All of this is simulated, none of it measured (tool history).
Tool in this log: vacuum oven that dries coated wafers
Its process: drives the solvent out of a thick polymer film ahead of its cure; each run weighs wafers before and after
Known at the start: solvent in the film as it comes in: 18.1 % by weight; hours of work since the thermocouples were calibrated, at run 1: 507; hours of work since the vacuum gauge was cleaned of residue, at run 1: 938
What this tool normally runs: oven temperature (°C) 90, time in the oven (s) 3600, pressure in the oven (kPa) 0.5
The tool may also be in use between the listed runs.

run	hour	oven temperature (°C)	time in the oven (s)	pressure in the oven (kPa)	hours of work since the thermocouples were calibrated	hours of work since the vacuum gauge was cleaned of residue	solvent left in the film (%)
1	0	90	3600	0.5	507	938	2.5
2	32.3	90	3600	2	520	952	3.07
3	76.7	90	3600	2	538	970	3.09
4	99.8	94	3600	2	547	979	2.13
5	154.9	90	5940	0.5	570	1001	0.88
6	178.9	90	2280	0.5	579	1011	4.76
7	223.1	90	6240	0.5	597	1029	0.89
8	260.4	90	6240	0.5	612	1044	0.84
9	308.2	90	6240	0.5	632	1064	0.82
10	358.8	90	6240	0.5	652	1084	0.89
11	415.6	90	6240	0.5	675	1107	0.81
12	470.1	90	6240	0.5	698	1129	0.79
13	513.5	90	6240	0.5	715	1147	0.79
14	558.1	90	6240	0.5	733	1165	0.8
15	589.5	90	3600	0.253	746	1178	2.49
16	625.2	90	3600	0.253	760	1192	2.49
17	648.3	90	3600	0.5	770	1201	2.61
# hour 652.9: vacuum gauge cleaned of residue and calibrated
18	677.5	90	3600	0.5	781	10	2.57
19	734.4	90	3600	0.5	804	33	2.61
20	777.4	94	3600	0.5	822	51	1.63
21	814.1	94	3600	0.5	836	65	1.66
22	859.6	94	3600	0.5	855	84	1.76
23	905.6	94	3600	0.5	874	103	1.65
24	939.7	90	5160	0.254	887	116	1.22
25	984.8	78	6120	0.261	906	135	3.48
26	1014.7	87	6120	1.449	918	147	1.79
27	1039.1	90	4800	0.5	928	157	1.55
28	1085.8	90	4800	0.5	947	176	1.56
29	1140.3	91	4800	0.5	969	198	1.44
30	1193.3	91	4800	0.5	990	219	1.38
31	1229.4	91	4800	0.5	1005	234	1.39
32	1282.6	90	3600	0.277	1026	255	2.67
33	1324.6	90	3600	0.277	1044	272	2.62
34	1378.2	80	2220	0.936	1065	294	8.44
35	1428.9	80	2220	0.936	1086	315	8.4
36	1457.6	76	2220	0.831	1098	326	9.66
37	1508.1	76	2220	0.831	1118	347	9.54
38	1534.6	76	2220	0.831	1129	358	9.61
39	1577.4	76	2220	0.841	1146	375	9.58
40	1633.5	80	3420	0.5	1169	398	6.12
41	1680.4	99	2640	0.5	1188	417	1.91
42	1724.9	82	2640	0.313	1206	435	6.82
43	1777.7	98	3600	0.977	1227	456	1.29
44	1809.3	104	5160	0.679	1240	469	0.26
45	1861.9	78	5160	0.617	1262	490	4.82
46	1899.1	94	1800	0.5	1277	506	5.02

Each row is a separate what-if for the run after 46, all from the same tool condition, not one after another. Results?
A	1954.8	102	2040	1.215	1299	528	?
B	1954.8	90	3180	0.257	1299	528	?
C	1954.8	98	3600	0.405	1299	528	?
D	1954.8	86	3540	0.993	1299	528	?
E	1954.8	99	2820	0.5	1299	528	?

run	solvent left in the film (%)
A	2.52
B	3.27
C	1.11
D	4.23
E	1.7
Had the tool no hidden state, the same runs would have come out as:
run	solvent left in the film (%)
A	1.91
B	2.51
C	0.73
D	3.39
E	1.21
